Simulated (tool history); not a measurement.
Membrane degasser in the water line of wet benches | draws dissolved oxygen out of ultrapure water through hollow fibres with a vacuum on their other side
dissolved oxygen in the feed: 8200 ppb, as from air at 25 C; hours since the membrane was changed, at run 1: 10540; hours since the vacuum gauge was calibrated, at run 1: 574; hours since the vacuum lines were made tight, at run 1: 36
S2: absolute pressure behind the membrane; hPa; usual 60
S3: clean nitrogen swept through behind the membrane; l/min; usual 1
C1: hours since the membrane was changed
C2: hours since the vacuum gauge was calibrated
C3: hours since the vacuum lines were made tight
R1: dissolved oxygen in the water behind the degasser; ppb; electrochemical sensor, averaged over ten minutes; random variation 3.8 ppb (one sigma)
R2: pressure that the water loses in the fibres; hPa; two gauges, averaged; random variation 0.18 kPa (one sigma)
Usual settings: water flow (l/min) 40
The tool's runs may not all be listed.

{"run": 1, "hour": 0.0, "water flow (l/min)": 40, "S2": 60, "S3": 1, "C1": 10540, "C2": 574, "C3": 36, "R1": 417, "R2": 361.9}
{"run": 2, "hour": 211.0, "water flow (l/min)": 40, "S2": 60, "S3": 1, "C1": 10751, "C2": 785, "C3": 247, "R1": 420.8, "R2": 362.3}
{"run": 3, "hour": 500.6, "water flow (l/min)": 40, "S2": 60, "S3": 1, "C1": 11040, "C2": 1074, "C3": 536, "R1": 427.6, "R2": 363.6}
{"run": 4, "hour": 704.1, "water flow (l/min)": 25, "S2": 60, "S3": 1, "C1": 11244, "C2": 1278, "C3": 740, "R1": 203.2, "R2": 228.1}
{"run": 5, "hour": 956.7, "water flow (l/min)": 25, "S2": 60, "S3": 1, "C1": 11496, "C2": 1531, "C3": 992, "R1": 207.3, "R2": 227.8}
{"run": 6, "hour": 1151.0, "water flow (l/min)": 40, "S2": 135.3, "S3": 1, "C1": 11691, "C2": 1725, "C3": 1187, "R1": 958.7, "R2": 363.1}
{"run": 7, "hour": 1442.6, "water flow (l/min)": 34, "S2": 130, "S3": 0.46, "C1": 11982, "C2": 2016, "C3": 1478, "R1": 1227.9, "R2": 310.5}
{"run": 8, "hour": 1615.7, "water flow (l/min)": 63, "S2": 45.8, "S3": 1.11, "C1": 12155, "C2": 2189, "C3": 1651, "R1": 704.1, "R2": 575.2}
{"run": 9, "hour": 1780.7, "water flow (l/min)": 63, "S2": 45.8, "S3": 1.11, "C1": 12320, "C2": 2355, "C3": 1816, "R1": 708.1, "R2": 576.4}
{"run": 10, "hour": 2028.1, "water flow (l/min)": 44, "S2": 55.4, "S3": 2.58, "C1": 12568, "C2": 2602, "C3": 2064, "R1": 361.2, "R2": 399.6}
{"run": 11, "hour": 2196.0, "water flow (l/min)": 55, "S2": 60, "S3": 0.92, "C1": 12736, "C2": 2770, "C3": 2232, "R1": 723, "R2": 506.3}
{"run": 12, "hour": 2345.4, "water flow (l/min)": 28, "S2": 50, "S3": 1.55, "C1": 12885, "C2": 2919, "C3": 2381, "R1": 158.1, "R2": 252.8}

Forecast each of these 3 alternatives for the next run:
{"run": "A", "hour": 2562.1, "water flow (l/min)": 27, "S2": 41.7, "S3": 1.15, "C1": 13102, "C2": 3136, "C3": 2598, "R1": "?", "R2": "?"}
{"run": "B", "hour": 2562.1, "water flow (l/min)": 52, "S2": 50, "S3": 2.03, "C1": 13102, "C2": 3136, "C3": 2598, "R1": "?", "R2": "?"}
{"run": "C", "hour": 2562.1, "water flow (l/min)": 40, "S2": 55.4, "S3": 1, "C1": 13102, "C2": 3136, "C3": 2598, "R1": "?", "R2": "?"}

run=A R1=127.4 R2=247.4
run=B R1=493 R2=475.8
run=C R1=409.8 R2=367
Without the tool's hidden state the same runs would have given:
run=A R1=101.1 R2=231.5
run=B R1=413.8 R2=445.2
run=C R1=353.1 R2=343.3

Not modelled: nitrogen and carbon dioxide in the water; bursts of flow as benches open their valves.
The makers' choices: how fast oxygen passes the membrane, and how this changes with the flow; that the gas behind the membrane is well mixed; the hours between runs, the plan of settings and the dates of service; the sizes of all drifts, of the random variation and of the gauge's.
